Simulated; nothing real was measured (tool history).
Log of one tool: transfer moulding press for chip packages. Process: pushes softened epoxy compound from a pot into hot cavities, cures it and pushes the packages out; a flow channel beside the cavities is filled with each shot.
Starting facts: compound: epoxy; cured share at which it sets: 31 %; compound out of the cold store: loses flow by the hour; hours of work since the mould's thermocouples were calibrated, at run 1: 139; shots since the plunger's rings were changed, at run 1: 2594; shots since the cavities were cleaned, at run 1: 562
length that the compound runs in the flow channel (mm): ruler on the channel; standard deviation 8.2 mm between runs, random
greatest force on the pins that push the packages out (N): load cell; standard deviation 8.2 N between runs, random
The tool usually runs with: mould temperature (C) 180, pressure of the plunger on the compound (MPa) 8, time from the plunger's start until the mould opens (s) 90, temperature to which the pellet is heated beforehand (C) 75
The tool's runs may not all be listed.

run   hour  mould temperature (C)  pressure of the plunger on the compound (MPa)  time from the plunger's start until the mould opens (s)  temperature to which the pellet is heated beforehand (C)  hours of work since the mould's thermocouples were calibrated  shots since the plunger's rings were changed  shots since the cavities were cleaned  incoming compound's hours out of the cold store  length that the compound runs in the flow channel (mm)  greatest force on the pins that push the packages out (N)
  1      0                    180                                              8                                                       90                                                        75                                                            139                                          2594                                    562                                             41.7                                                     790                                                        539
      32.7  -- cavities cleaned with cleaning compound and waxed
  2   41.1                    180                                              8                                                       90                                                        75                                                            160                                          3026                                     91                                             25.2                                                     901                                                        413
  3   79.5                    180                                              8                                                       90                                                        75                                                            181                                          3447                                    512                                             21.6                                                     905                                                        540
     117.2  -- cavities cleaned with cleaning compound and waxed
  4  124.3                    185                                              8                                                       90                                                        75                                                            204                                          3920                                     77                                             27.7                                                     836                                                        358
  5  149.4                    180                                              8                                                       90                                                        75                                                            218                                          4194                                    351                                             24.4                                                     868                                                        488
     185.7  -- plunger's sealing rings changed
  6  191.1                    178                                              8                                                       90                                                        75                                                            239                                            58                                    780                                               17                                                    1001                                                        657
       206  -- cavities cleaned with cleaning compound and waxed
  7  218.3                    186                                              8                                                      103                                                        73                                                            253                                           340                                    135                                             42.8                                                     804                                                        378
  8  253.5                    186                                              8                                                      103                                                        73                                                            271                                           725                                    520                                             38.6                                                     837                                                        481
  9  282.2                    176                                           7.81                                                      103                                                        73                                                            287                                          1038                                    833                                             31.4                                                     893                                                        600
     290.1  -- cavities cleaned with cleaning compound and waxed
 10  322.1                    186                                           6.08                                                       90                                                        75                                                            308                                          1458                                    349                                               11                                                     860                                                        450
 11  341.8                    186                                           6.08                                                       90                                                        75                                                            318                                          1674                                    565                                             22.3                                                     786                                                        500

Forecast each of these 4 alternatives for the next run:
  A  364.8                    172                                            6.9                                                       90                                                        75                                                            331                                          1926                                    817                                             47.3                                                       ?                                                          ?
  B  364.8                    175                                              8                                                      127                                                        84                                                            331                                          1926                                    817                                               40                                                       ?                                                          ?
  C  364.8                    183                                              8                                                       82                                                        75                                                            331                                          1926                                    817                                             36.9                                                       ?                                                          ?
  D  364.8                    172                                            7.2                                                      112                                                        75                                                            331                                          1926                                    817                                             32.7                                                       ?                                                          ?

run  length that the compound runs in the flow channel (mm)  greatest force on the pins that push the packages out (N)
  A                                                     746                                                        840
  B                                                     834                                                        552
  C                                                     824                                                        587
  D                                                     837                                                        607
With no hidden state in the tool, these same runs would have given:
run  length that the compound runs in the flow channel (mm)  greatest force on the pins that push the packages out (N)
  A                                                     777                                                        501
  B                                                     869                                                        324
  C                                                     859                                                        347
  D                                                     873                                                        357

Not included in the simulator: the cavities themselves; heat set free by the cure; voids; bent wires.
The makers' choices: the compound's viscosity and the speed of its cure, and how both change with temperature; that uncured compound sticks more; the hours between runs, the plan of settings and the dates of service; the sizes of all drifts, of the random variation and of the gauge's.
